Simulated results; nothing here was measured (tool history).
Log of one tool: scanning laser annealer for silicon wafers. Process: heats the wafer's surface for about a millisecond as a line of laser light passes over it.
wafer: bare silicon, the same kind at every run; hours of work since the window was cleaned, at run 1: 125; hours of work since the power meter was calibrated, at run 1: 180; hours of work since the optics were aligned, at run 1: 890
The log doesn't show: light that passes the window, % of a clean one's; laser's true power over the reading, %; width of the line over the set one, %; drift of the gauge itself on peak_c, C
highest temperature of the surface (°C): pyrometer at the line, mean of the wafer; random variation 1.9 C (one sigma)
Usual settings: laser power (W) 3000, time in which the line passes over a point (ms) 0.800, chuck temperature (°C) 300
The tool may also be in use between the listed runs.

run   hour  laser power (W)  time in which the line passes over a point (ms)  chuck temperature (°C)  hours of work since the window was cleaned  hours of work since the power meter was calibrated  hours of work since the optics were aligned  highest temperature of the surface (°C)
  1    0.0             3000                                            0.800                     300                                         125                                                 180                                          890                                     1104
  2    8.1             3065                                            0.800                     300                                         130                                                 185                                          895                                     1119
  3   20.0             3000                                            0.800                     267                                         137                                                 192                                          903                                     1068
  4   27.0             3000                                            0.800                     267                                         142                                                 196                                          907                                     1064
  5   33.3             3000                                            0.800                     267                                         146                                                 200                                          911                                     1063
  6   43.0             3000                                            0.800                     332                                         152                                                 206                                          917                                     1130
  7   52.6             3000                                            0.800                     332                                         157                                                 212                                          923                                     1129
  8   59.9             3000                                            0.800                     332                                         162                                                 217                                          927                                     1128
  9   69.2             3155                                            0.800                     300                                         168                                                 223                                          933                                     1136
 10   78.5             3155                                            0.800                     300                                         173                                                 228                                          939                                     1134
 11   90.3             3155                                            0.800                     300                                         181                                                 236                                          946                                     1134
 12   95.8             3155                                            0.800                     300                                         184                                                 239                                          950                                     1133
 13  104.0             2749                                            0.759                     300                                         189                                                 244                                          955                                     1012
 14  110.7             2552                                            0.759                     300                                         193                                                 248                                          959                                      966
     113.8  -- window over the wafer cleaned
 15  118.3             2869                                            0.821                     304                                           3                                                 252                                          962                                     1067
 16  124.9             2658                                            0.904                     300                                           7                                                 256                                          966                                     1049
 17  133.8             3231                                            0.800                     339                                          12                                                 261                                          972                                     1177
 18  145.9             3231                                            0.800                     339                                          20                                                 269                                          979                                     1174
 19  157.5             3231                                            0.800                     339                                          27                                                 276                                          986                                     1173
     166.2  -- window over the wafer cleaned, once more
 20  168.6             3231                                            0.800                     339                                           2                                                 282                                          992                                     1206
 21  174.4             3007                                            0.800                     330                                           5                                                 285                                          996                                     1144
 22  185.2             3007                                            0.955                     330                                          12                                                 292                                         1002                                     1227
 23  197.2             2859                                            0.562                     309                                          19                                                 299                                         1010                                      946

The same runs without the tool's hidden state, with the same run-to-run variation:
run  highest temperature of the surface (°C)
  1                                     1122
  2                                     1138
  3                                     1087
  4                                     1084
  5                                     1083
  6                                     1150
  7                                     1151
  8                                     1150
  9                                     1160
 10                                     1158
 11                                     1158
 12                                     1158
 13                                     1034
 14                                      987
 15                                     1102
 16                                     1084
 17                                     1217
 18                                     1215
 19                                     1214
 20                                     1213
 21                                     1150
 22                                     1236
 23                                      952
